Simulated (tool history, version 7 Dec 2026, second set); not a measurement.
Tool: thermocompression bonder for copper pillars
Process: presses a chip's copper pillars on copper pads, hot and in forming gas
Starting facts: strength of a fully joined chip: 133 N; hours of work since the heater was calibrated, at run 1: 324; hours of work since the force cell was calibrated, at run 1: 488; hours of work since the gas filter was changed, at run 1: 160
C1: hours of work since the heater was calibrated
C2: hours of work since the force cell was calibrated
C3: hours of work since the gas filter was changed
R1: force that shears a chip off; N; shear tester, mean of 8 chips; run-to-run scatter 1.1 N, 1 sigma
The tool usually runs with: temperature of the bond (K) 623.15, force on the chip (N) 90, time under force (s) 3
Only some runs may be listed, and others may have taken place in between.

Run 1, day 0.000: usual settings; C1 324; C2 488; C3 160. Result: R1 92.3 N.
Run 2, day 2.492: usual settings; C1 370; C2 534; C3 206. Result: R1 92.2 N.
At day 5.633: forming gas filter changed.
Run 3, day 5.633: usual settings; C1 428; C2 592; C3 0. Result: R1 96.2 N.
Run 4, day 8.750: usual settings but force on the chip (N) 83; C1 485; C2 649; C3 58. Result: R1 90.0 N.
Run 5, day 11.962: usual settings but force on the chip (N) 83; C1 545; C2 709; C3 117. Result: R1 89.9 N.
Run 6, day 13.783: usual settings but temperature of the bond (K) 611.15; C1 578; C2 742; C3 151. Result: R1 85.9 N.
Run 7, day 16.796: usual settings but temperature of the bond (K) 611.15; C1 634; C2 798; C3 206. Result: R1 83.6 N.
Run 8, day 18.750: usual settings but temperature of the bond (K) 611.15; C1 670; C2 834; C3 242. Result: R1 83.6 N.
At day 19.929: forming gas filter changed.
Run 9, day 20.654: usual settings but temperature of the bond (K) 611.15; C1 705; C2 869; C3 13. Result: R1 87.3 N.
Run 10, day 24.558: usual settings; C1 777; C2 941; C3 86. Result: R1 92.2 N.
Run 11, day 27.417: usual settings; C1 830; C2 994; C3 138. Result: R1 92.4 N.
Run 12, day 30.979: usual settings; C1 895; C2 1060; C3 204. Result: R1 89.0 N.
Run 13, day 32.983: usual settings; C1 932; C2 1097; C3 241. Result: R1 88.6 N.
At day 34.262: forming gas filter changed.
Run 14, day 35.733: usual settings; C1 983; C2 1147; C3 27. Result: R1 92.5 N.
At day 36.321: force cell calibrated.
Run 15, day 38.862: usual settings; C1 1039; C2 47; C3 84. Result: R1 94.3 N.
Run 16, day 41.667: usual settings; C1 1091; C2 99; C3 136. Result: R1 94.2 N.
Run 17, day 43.667: usual settings; C1 1128; C2 136; C3 173. Result: R1 92.6 N.
Run 18, day 46.708: usual settings; C1 1184; C2 192; C3 229. Result: R1 90.8 N.
At day 48.733: forming gas filter changed.
Run 19, day 48.925: usual settings; C1 1225; C2 232; C3 4. Result: R1 94.3 N.
Run 20, day 52.604: usual settings but temperature of the bond (K) 643.15, force on the chip (N) 123; C1 1293; C2 300; C3 72. Result: R1 116.5 N.
At day 53.958: heater calibrated with a thermocouple chip.
Run 21, day 55.071: usual settings but temperature of the bond (K) 613.15, force on the chip (N) 109, time under force (s) 7; C1 21; C2 344; C3 115. Result: R1 116.7 N.
Run 22, day 58.704: usual settings but temperature of the bond (K) 619.15, force on the chip (N) 56, time under force (s) 5; C1 88; C2 412; C3 183. Result: R1 75.4 N.
Run 23, day 60.329: usual settings but temperature of the bond (K) 599.15, force on the chip (N) 67, time under force (s) 8; C1 118; C2 441; C3 213. Result: R1 87.1 N.
Run 24, day 62.879: usual settings but temperature of the bond (K) 599.15, force on the chip (N) 67, time under force (s) 8; C1 165; C2 489; C3 260. Result: R1 88.1 N.
At day 63.329: forming gas filter changed.
Run 25, day 64.629: usual settings but temperature of the bond (K) 599.15, force on the chip (N) 67, time under force (s) 8; C1 197; C2 521; C3 24. Result: R1 89.7 N.
Run 26, day 66.929: usual settings but temperature of the bond (K) 599.15, force on the chip (N) 94, time under force (s) 6; C1 239; C2 563; C3 67. Result: R1 100.6 N.
Run 27, day 69.108: usual settings but temperature of the bond (K) 645.15, force on the chip (N) 63; C1 279; C2 603; C3 107. Result: R1 82.7 N.
Run 28, day 71.096: usual settings but temperature of the bond (K) 626.15, force on the chip (N) 67, time under force (s) 6; C1 316; C2 640; C3 143. Result: R1 93.4 N.
Run 29, day 74.525: usual settings but temperature of the bond (K) 601.15, force on the chip (N) 111, time under force (s) 6; C1 379; C2 703; C3 207. Result: R1 107.9 N.
At day 77.629: forming gas filter changed.
Run 30, day 78.208: usual settings but temperature of the bond (K) 650.15, force on the chip (N) 115, time under force (s) 2; C1 447; C2 771; C3 11. Result: R1 109.4 N.
Run 31, day 80.567: usual settings but temperature of the bond (K) 648.15, force on the chip (N) 105; C1 491; C2 815; C3 54. Result: R1 112.5 N.
Run 32, day 82.304: usual settings but temperature of the bond (K) 648.15, force on the chip (N) 105; C1 523; C2 847; C3 86. Result: R1 112.1 N.
Run 33, day 85.617: usual settings but temperature of the bond (K) 621.15, force on the chip (N) 67; C1 584; C2 908; C3 148. Result: R1 73.9 N.
Run 34, day 87.292: usual settings but temperature of the bond (K) 633.15, force on the chip (N) 58; C1 615; C2 939; C3 178. Result: R1 71.3 N.
Run 35, day 89.779: usual settings but temperature of the bond (K) 633.15, force on the chip (N) 58, time under force (s) 2; C1 661; C2 985; C3 224. Result: R1 60.7 N.
At day 92.033: forming gas filter changed.
Run 36, day 92.508: usual settings but temperature of the bond (K) 633.15, force on the chip (N) 58, time under force (s) 2; C1 711; C2 1035; C3 9. Result: R1 62.8 N.
Run 37, day 96.417: usual settings; C1 783; C2 1107; C3 81. Result: R1 94.1 N.
Run 38, day 98.775: usual settings but force on the chip (N) 85; C1 827; C2 1150; C3 125. Result: R1 88.5 N.

Measured result minus the same run's result without the hidden state. Both carry the same run-to-run variation, though not necessarily the same gauge scatter:
Unlogged tool condition in this case: true temperature of the bond over the reading, C; force that reaches the chip, % of what is set; oxide that the forming gas leaves, % of the face; drift of the gauge itself on shear_n, %.
run    R1
  1  -4.1
  2  -5.3
  3  -2.3
  4  -3.8
  5  -5.2
  6  -5.9
  7  -7.2
  8  -8.0
  9  -4.1
 10  -5.8
 11  -7.0
 12  -8.5
 13  -9.3
 14  -5.9
 15  -4.4
 16  -5.7
 17  -6.6
 18  -7.8
 19  -4.0
 20  -4.2
 21  -3.2
 22  -4.1
 23  -5.2
 24  -6.3
 25  -2.6
 26  -3.4
 27  -4.2
 28  -5.1
 29  -6.8
 30  -2.9
 31  -3.7
 32  -4.7
 33  -6.4
 34  -6.7
 35  -7.0
 36  -4.8
 37  -6.9
 38  -7.9

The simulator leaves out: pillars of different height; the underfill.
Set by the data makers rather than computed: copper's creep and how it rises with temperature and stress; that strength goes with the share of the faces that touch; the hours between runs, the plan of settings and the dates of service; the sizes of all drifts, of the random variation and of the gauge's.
